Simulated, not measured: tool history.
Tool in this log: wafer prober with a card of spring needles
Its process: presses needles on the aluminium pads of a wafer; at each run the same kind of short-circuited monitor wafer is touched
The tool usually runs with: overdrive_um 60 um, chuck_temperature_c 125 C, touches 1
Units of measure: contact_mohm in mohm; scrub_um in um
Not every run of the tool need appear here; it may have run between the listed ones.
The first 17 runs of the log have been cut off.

| run | hour | overdrive_um | chuck_temperature_c | touches | touches since the tips were cleaned | cleanings since the card got new needles | touches since the first contact's height was set | contact_mohm | scrub_um |
|---|---|---|---|---|---|---|---|---|---|
|  | 308.9 | tips cleaned on abrasive film |
|  | 319.1 | height of the first contact set anew |
| 18 | 321 | 74 | 125 | 2 | 7127 | 50 | 1159 | 246 | 9.543 |
|  | 324.2 | tips cleaned on abrasive film |
|  | 340.4 | tips cleaned on abrasive film |
| 19 | 347.1 | 40 | 120 | 1 | 4040 | 52 | 16774 | 264 | 5.159 |
|  | 356 | tips cleaned on abrasive film |
|  | 371.2 | tips cleaned on abrasive film |
| 20 | 372.9 | 40 | 120 | 1 | 1019 | 54 | 32133 | 263 | 5.148 |
|  | 386.5 | tips cleaned on abrasive film |
| 21 | 386.5 | 72 | 120 | 1 | 0 | 55 | 40307 | 244 | 9.291 |
| 22 | 401 | 58 | 29 | 3 | 8680 | 55 | 48987 | 223 | 7.48 |
|  | 402.2 | tips cleaned on abrasive film |
| 23 | 414.9 | 43 | 125 | 3 | 7598 | 56 | 57282 | 265 | 5.553 |
|  | 418.5 | tips cleaned on abrasive film |
|  | 426.7 | height of the first contact set anew |
|  | 433.6 | tips cleaned on abrasive film |
| 24 | 441.4 | 43 | 125 | 3 | 4697 | 58 | 8842 | 263 | 5.55 |
|  | 449.4 | tips cleaned on abrasive film |
|  | 465.2 | tips cleaned on abrasive film |
| 25 | 466.3 | 43 | 125 | 3 | 627 | 60 | 23658 | 264 | 5.548 |

Expected results for the next run?
| 26 | 477.7 | 76 | 125 | 1 | 7489 | 60 | 30520 | ? | ? |

Run 26 measured contact_mohm 246 mohm, scrub_um 9.796 um.
Were there no unlogged condition in the tool, this run, its random variation unchanged, would have produced contact_mohm 245 mohm, scrub_um 9.796 um.
